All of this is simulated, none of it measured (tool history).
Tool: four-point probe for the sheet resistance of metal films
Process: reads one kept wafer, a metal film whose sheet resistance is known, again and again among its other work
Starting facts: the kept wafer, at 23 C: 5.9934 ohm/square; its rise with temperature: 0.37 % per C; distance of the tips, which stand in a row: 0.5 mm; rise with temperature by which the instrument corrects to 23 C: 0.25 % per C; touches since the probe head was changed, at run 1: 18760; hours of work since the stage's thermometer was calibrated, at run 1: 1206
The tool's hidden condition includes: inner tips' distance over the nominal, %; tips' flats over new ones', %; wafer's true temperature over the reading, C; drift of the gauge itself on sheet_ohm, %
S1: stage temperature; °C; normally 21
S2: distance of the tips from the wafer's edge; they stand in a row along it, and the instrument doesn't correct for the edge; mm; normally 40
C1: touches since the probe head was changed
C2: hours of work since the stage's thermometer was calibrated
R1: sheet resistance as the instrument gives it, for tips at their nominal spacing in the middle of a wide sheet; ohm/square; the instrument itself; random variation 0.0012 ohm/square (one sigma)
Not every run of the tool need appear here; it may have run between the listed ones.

run,day,S1,S2,C1,C2,R1
1,0.000,21,40,18760,1206,6.001322
2,3.458,21,40,20426,1245,5.998399
3,7.312,21,9,22280,1288,6.010367
4,9.650,21,9,23406,1314,6.008808
5,12.296,21,9,24680,1344,6.010544
6,14.708,21,9,25841,1371,6.011007
7,16.633,21,72,26768,1393,5.999050
8,20.492,21,72,28625,1436,6.001354
9,23.696,23,72,30167,1472,6.014440
10,26.667,21,38,31598,1506,6.002123
# day 26.892: stage's thermometer calibrated
11,29.292,21,38,32851,27,5.997205
12,31.779,23,3,34049,55,6.102592
13,33.692,23,3,34969,76,6.102042
14,35.717,31,4,35944,99,6.122892
# day 38.542: stage's thermometer calibrated, once more
15,38.542,24,22,37295,0,6.029525
16,40.946,24,22,38453,27,6.030845
17,43.096,30,18,39487,51,6.072535
18,45.800,30,18,40790,82,6.075646
19,49.450,31,11,42547,123,6.085510

Below, each run's measurement less what the same run would have read without the hidden state. Both values contain the same run-to-run variation, but the gauge's scatter may not be the same in both:
run,R1
1,+0.020163
2,+0.020373
3,+0.020656
4,+0.020806
5,+0.020955
6,+0.021118
7,+0.021172
8,+0.021391
9,+0.021657
10,+0.021783
11,+0.020228
12,+0.020760
13,+0.020891
14,+0.021310
15,+0.028083
16,+0.028189
17,+0.028495
18,+0.028651
19,+0.028905

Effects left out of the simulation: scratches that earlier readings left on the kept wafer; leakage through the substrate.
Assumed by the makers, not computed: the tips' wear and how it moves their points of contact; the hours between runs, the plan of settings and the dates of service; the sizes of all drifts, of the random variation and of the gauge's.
